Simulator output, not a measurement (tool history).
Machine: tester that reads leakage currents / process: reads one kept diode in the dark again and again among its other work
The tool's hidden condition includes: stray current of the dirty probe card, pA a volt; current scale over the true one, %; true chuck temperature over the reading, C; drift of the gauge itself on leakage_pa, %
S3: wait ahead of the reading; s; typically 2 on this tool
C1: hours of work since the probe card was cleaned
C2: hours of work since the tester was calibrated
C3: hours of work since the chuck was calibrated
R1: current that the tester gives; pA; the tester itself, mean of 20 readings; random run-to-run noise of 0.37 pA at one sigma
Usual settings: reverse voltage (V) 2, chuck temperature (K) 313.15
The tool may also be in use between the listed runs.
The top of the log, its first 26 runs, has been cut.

Run 27, day 59.567: usual settings but reverse voltage (V) 2.38, chuck temperature (K) 330.15, S3 4.11 s; C1 320; C2 2211; C3 586. Result: R1 356.76 pA.
Run 28, day 61.558: usual settings but chuck temperature (K) 294.15, S3 5.4 s; C1 357; C2 2248; C3 623. Result: R1 25.88 pA.
Run 29, day 62.929: usual settings but chuck temperature (K) 294.15, S3 5.4 s; C1 383; C2 2274; C3 649. Result: R1 25.84 pA.
Run 30, day 65.871: usual settings but reverse voltage (V) 14.14, chuck temperature (K) 294.15, S3 0.41 s; C1 438; C2 2329; C3 704. Result: R1 56.41 pA.
Run 31, day 67.183: usual settings but reverse voltage (V) 16.06, chuck temperature (K) 308.15, S3 7.04 s; C1 463; C2 2353; C3 728. Result: R1 150.97 pA.
Run 32, day 68.729: usual settings but reverse voltage (V) 16.06, chuck temperature (K) 297.15, S3 5.64 s; C1 492; C2 2382; C3 757. Result: R1 68.93 pA.
Run 33, day 71.038: usual settings but reverse voltage (V) 16.06, chuck temperature (K) 297.15, S3 5.64 s; C1 535; C2 2426; C3 800. Result: R1 68.71 pA.
At day 71.342: chuck's temperature calibrated.
Run 34, day 73.333: usual settings but reverse voltage (V) 16.06, chuck temperature (K) 326.15, S3 5.64 s; C1 576; C2 2467; C3 37. Result: R1 586.24 pA.
Run 35, day 75.3: usual settings but reverse voltage (V) 16.06, chuck temperature (K) 299.15, S3 9.34 s; C1 613; C2 2504; C3 74. Result: R1 92.93 pA.
Run 36, day 76.725: usual settings but reverse voltage (V) 19.36, chuck temperature (K) 297.15, S3 8.8 s; C1 640; C2 2530; C3 101. Result: R1 86.95 pA.
Run 37, day 78.304: usual settings but reverse voltage (V) 1.41, chuck temperature (K) 331.15, S3 0.36 s; C1 669; C2 2560; C3 130. Result: R1 346.13 pA.
Run 38, day 79.662: usual settings but chuck temperature (K) 311.15; C1 695; C2 2585; C3 156. Result: R1 102.55 pA.
Run 39, day 81.792: usual settings but chuck temperature (K) 311.15; C1 735; C2 2625; C3 196. Result: R1 100.89 pA.

Each row is a separate what-if for the run after 39, all from the same tool condition, not one after another. Results?
Run A, day 83.35: usual settings but chuck temperature (K) 311.15, S3 6.24 s; C1 764; C2 2655; C3 225. Result: R1 ?.
Run B, day 83.35: usual settings but reverse voltage (V) 1.01, chuck temperature (K) 311.15; C1 764; C2 2655; C3 225. Result: R1 ?.
Run C, day 83.35: usual settings but reverse voltage (V) 2.9, chuck temperature (K) 307.15, S3 1.12 s; C1 764; C2 2655; C3 225. Result: R1 ?.

run      R1
  A  100.63
  B   79.49
  C    86.6
With no hidden state in the tool, these same runs would have given:
run      R1
  A  105.21
  B   83.44
  C   89.95
